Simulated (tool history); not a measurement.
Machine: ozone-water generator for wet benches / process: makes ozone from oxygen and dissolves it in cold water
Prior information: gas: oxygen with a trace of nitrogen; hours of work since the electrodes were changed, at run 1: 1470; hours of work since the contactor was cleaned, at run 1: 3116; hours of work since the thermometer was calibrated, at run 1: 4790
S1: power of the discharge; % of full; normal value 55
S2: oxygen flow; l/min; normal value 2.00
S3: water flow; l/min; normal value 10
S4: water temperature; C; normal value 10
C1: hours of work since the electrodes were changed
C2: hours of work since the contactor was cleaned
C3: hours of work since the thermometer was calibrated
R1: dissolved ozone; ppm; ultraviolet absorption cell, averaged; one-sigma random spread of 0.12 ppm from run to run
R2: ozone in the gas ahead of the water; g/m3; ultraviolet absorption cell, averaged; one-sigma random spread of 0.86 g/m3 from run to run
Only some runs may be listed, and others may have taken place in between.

run    hour  S1    S2  S3  S4    C1    C2    C3    R1     R2
  1     0.0  55  2.00  10  10  1470  3116  4790  15.4  136.4
  2    60.3  55  2.00  10  10  1513  3159  4833  15.3  137.4
  3    98.2  55  2.00  13  10  1540  3186  4860  11.9  137.4
  4   150.4  55  2.00  13  10  1577  3223  4897  12.1  137.8
  5   242.4  55  2.00  13  10  1643  3289  4963  12.1  136.1
  6   327.1  55  2.00  13  10  1703  3349  5023  11.9  136.4
  7   369.3  51  2.00  10  10  1733  3379  5053  14.4  130.0
  8   439.1  51  2.00  12  10  1783  3429  5103  12.3  130.2
  9   515.2  51  2.00  12  10  1837  3483  5157  12.1  131.2
 10   593.5  51  2.00  12  10  1893  3539  5213  12.2  131.3
 11   636.0  55  2.00  14  10  1923  3569  5243  11.1  137.4
 12   674.2  55  2.00  14  10  1950  3596  5270  11.0  136.5
 13   753.0  55  2.00  14  10  2006  3652  5326  11.3  135.7
 14   833.0  58  2.00  10  10  2063  3709  5383  15.6  140.1
      888.5  -- contactor cleaned
 15   926.6  58  2.00  10  10  2127    27  5447  16.1  140.2
 16   975.8  55  2.96  10  10  2162    62  5482  17.4  119.7
 17  1045.8  55  2.96  10  10  2212   112  5532  17.6  120.2
 18  1097.9  69  2.49  10  11  2249   149  5569  19.6  149.5
 19  1174.1  69  2.49  10  11  2303   203  5623  19.3  148.9
 20  1264.3  92  1.25  13  15  2367   268  5688  13.4  222.0
 21  1316.7  92  1.25  13  15  2405   305  5725  13.4  221.6
 22  1358.4  92  1.25  13  15  2434   335  5755  13.5  223.3
     1382.2  -- water thermometer calibrated
 23  1442.7  92  1.25  13  15  2494   394    43  13.5  221.6
 24  1480.2  55  1.13  10  10  2521   421    70  11.9  158.9
 25  1557.7  47  2.49  10  10  2576   476   125  14.8  114.2
 26  1644.1  47  2.49  10  10  2638   538   186  14.8  113.0
 27  1712.8  55  2.63  10  10  2686   587   235  17.1  126.4
 28  1754.1  95  2.52  13  10  2716   616   265  19.3  183.3
 29  1845.3  95  2.52  13  10  2781   681   330  19.3  183.4
 30  1886.9  95  2.52  13  10  2810   711   359  19.3  183.2
 31  1925.8  55  1.07  10  12  2838   738   387  11.6  162.4

Predict each of these 5 candidate next runs independently; none follows another, all start after run 31:
  A  1980.7  82  1.09  10  10  2877  777  426   ?   ?
  B  1980.7  55  1.02  10  12  2877  777  426   ?   ?
  C  1980.7  55  1.12   7  10  2877  777  426   ?   ?
  D  1980.7  55  2.00  11  10  2877  777  426   ?   ?
  E  1980.7  80  3.17  10  10  2877  777  426   ?   ?

run    R1     R2
  A  15.4  211.0
  B  11.1  167.2
  C  16.6  161.7
  D  14.0  133.0
  E  22.9  151.3
Without the tool's unlogged condition, the same runs would have read:
run    R1     R2
  A  16.3  221.6
  B  11.5  173.4
  C  17.2  167.7
  D  14.6  138.1
  E  24.1  158.7
